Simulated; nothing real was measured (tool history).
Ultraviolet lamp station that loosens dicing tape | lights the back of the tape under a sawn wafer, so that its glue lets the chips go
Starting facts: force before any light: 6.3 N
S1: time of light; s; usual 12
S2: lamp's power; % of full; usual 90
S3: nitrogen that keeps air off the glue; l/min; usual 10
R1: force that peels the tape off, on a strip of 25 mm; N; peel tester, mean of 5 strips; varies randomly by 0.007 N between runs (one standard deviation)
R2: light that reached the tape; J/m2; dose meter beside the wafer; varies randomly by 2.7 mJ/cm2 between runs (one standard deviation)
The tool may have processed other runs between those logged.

{"run": 1, "day": 0.0, "S1": 12, "S2": 90, "S3": 10, "R1": 0.483, "R2": 2720}
{"run": 2, "day": 0.55, "S1": 12, "S2": 90, "S3": 10, "R1": 0.486, "R2": 2740}
{"run": 3, "day": 1.467, "S1": 12, "S2": 90, "S3": 10, "R1": 0.506, "R2": 2720}
{"run": 4, "day": 1.892, "S1": 12, "S2": 90, "S3": 10, "R1": 0.49, "R2": 2720}
{"run": 5, "day": 2.517, "S1": 12, "S2": 90, "S3": 10, "R1": 0.514, "R2": 2640}
{"run": 6, "day": 3.446, "S1": 12, "S2": 90, "S3": 10, "R1": 0.498, "R2": 2670}
{"run": 7, "day": 4.154, "S1": 12, "S2": 90, "S3": 10, "R1": 0.533, "R2": 2620}
{"run": 8, "day": 5.121, "S1": 12, "S2": 77, "S3": 10, "R1": 0.748, "R2": 2220}
{"day": 5.317, "done": "window cleaned of glue's vapour"}
{"run": 9, "day": 5.617, "S1": 12, "S2": 77, "S3": 10, "R1": 0.935, "R2": 2060}
{"run": 10, "day": 6.117, "S1": 6, "S2": 77, "S3": 10, "R1": 2.283, "R2": 1050}
{"run": 11, "day": 6.996, "S1": 6, "S2": 77, "S3": 10, "R1": 2.431, "R2": 1000}
{"run": 12, "day": 7.571, "S1": 6, "S2": 77, "S3": 10, "R1": 2.414, "R2": 1020}
{"day": 7.829, "done": "window cleaned of glue's vapour, once more"}
{"run": 13, "day": 8.504, "S1": 6, "S2": 77, "S3": 10, "R1": 1.83, "R2": 1290}
{"run": 14, "day": 9.338, "S1": 6, "S2": 90, "S3": 10, "R1": 1.548, "R2": 1500}
{"run": 15, "day": 10.0, "S1": 12, "S2": 90, "S3": 10, "R1": 0.432, "R2": 2900}
{"run": 16, "day": 10.904, "S1": 12, "S2": 90, "S3": 8, "R1": 0.5, "R2": 2910}
{"run": 17, "day": 11.467, "S1": 20, "S2": 90, "S3": 8, "R1": 0.159, "R2": 4780}
{"run": 18, "day": 12.329, "S1": 20, "S2": 90, "S3": 8, "R1": 0.163, "R2": 4820}
{"run": 19, "day": 12.792, "S1": 7, "S2": 79, "S3": 14, "R1": 1.404, "R2": 1450}
{"run": 20, "day": 13.312, "S1": 7, "S2": 79, "S3": 6, "R1": 1.811, "R2": 1410}
{"run": 21, "day": 14.246, "S1": 13, "S2": 62, "S3": 12, "R1": 0.824, "R2": 2100}
{"run": 22, "day": 15.108, "S1": 10, "S2": 99, "S3": 12, "R1": 0.547, "R2": 2520}
{"run": 23, "day": 15.667, "S1": 7, "S2": 92, "S3": 10, "R1": 1.292, "R2": 1680}
{"run": 24, "day": 16.112, "S1": 9, "S2": 67, "S3": 11, "R1": 1.371, "R2": 1500}
{"run": 25, "day": 16.979, "S1": 9, "S2": 67, "S3": 11, "R1": 1.414, "R2": 1500}
{"run": 26, "day": 17.908, "S1": 9, "S2": 67, "S3": 7, "R1": 1.57, "R2": 1490}
{"run": 27, "day": 18.358, "S1": 24, "S2": 88, "S3": 19, "R1": 0.115, "R2": 5220}
{"run": 28, "day": 18.829, "S1": 12, "S2": 80, "S3": 10, "R1": 0.664, "R2": 2380}
{"run": 29, "day": 19.338, "S1": 12, "S2": 67, "S3": 10, "R1": 0.93, "R2": 1920}
{"run": 30, "day": 19.929, "S1": 7, "S2": 63, "S3": 8, "R1": 2.32, "R2": 1070}
{"run": 31, "day": 20.462, "S1": 7, "S2": 63, "S3": 8, "R1": 2.276, "R2": 1080}
{"run": 32, "day": 21.412, "S1": 7, "S2": 63, "S3": 8, "R1": 2.248, "R2": 1090}
{"run": 33, "day": 22.275, "S1": 7, "S2": 63, "S3": 8, "R1": 2.417, "R2": 1010}
{"run": 34, "day": 22.829, "S1": 12, "S2": 84, "S3": 17, "R1": 0.545, "R2": 2370}
{"run": 35, "day": 23.275, "S1": 19, "S2": 65, "S3": 7, "R1": 0.493, "R2": 2890}
{"run": 36, "day": 24.062, "S1": 12, "S2": 71, "S3": 16, "R1": 0.8, "R2": 2020}

How would selected steps in R1 from run to run divide? Give the signed amount a tool lacking its hidden state would still show from settings, what came in and random variation, and the signed amount left for the hidden state, including any gauge scatter that is not in both of the compared results.
The hidden state here: lamp's light, % of a new lamp's; light that the window lets through, % of a clean one's; drift of the gauge itself on peel_n, %; drift of the gauge itself on dose_mj_cm2, %.
Run 12 -> 13: window cleaned of glue's vapour, once more. R1 -0.584 N: hidden state -0.548, all else -0.036.
Run 26 -> 27: S1 9 -> 24, S2 67 -> 88, S3 7 -> 19. R1 -1.455 N: hidden state -0.589, all else -0.866.
Run 29 -> 30: S1 12 -> 7, S2 67 -> 63, S3 10 -> 8. R1 +1.39 N: hidden state +0.307, all else +1.083.
Run 33 -> 34: S1 7 -> 12, S2 63 -> 84, S3 8 -> 17. R1 -1.872 N: hidden state -0.518, all else -1.354.

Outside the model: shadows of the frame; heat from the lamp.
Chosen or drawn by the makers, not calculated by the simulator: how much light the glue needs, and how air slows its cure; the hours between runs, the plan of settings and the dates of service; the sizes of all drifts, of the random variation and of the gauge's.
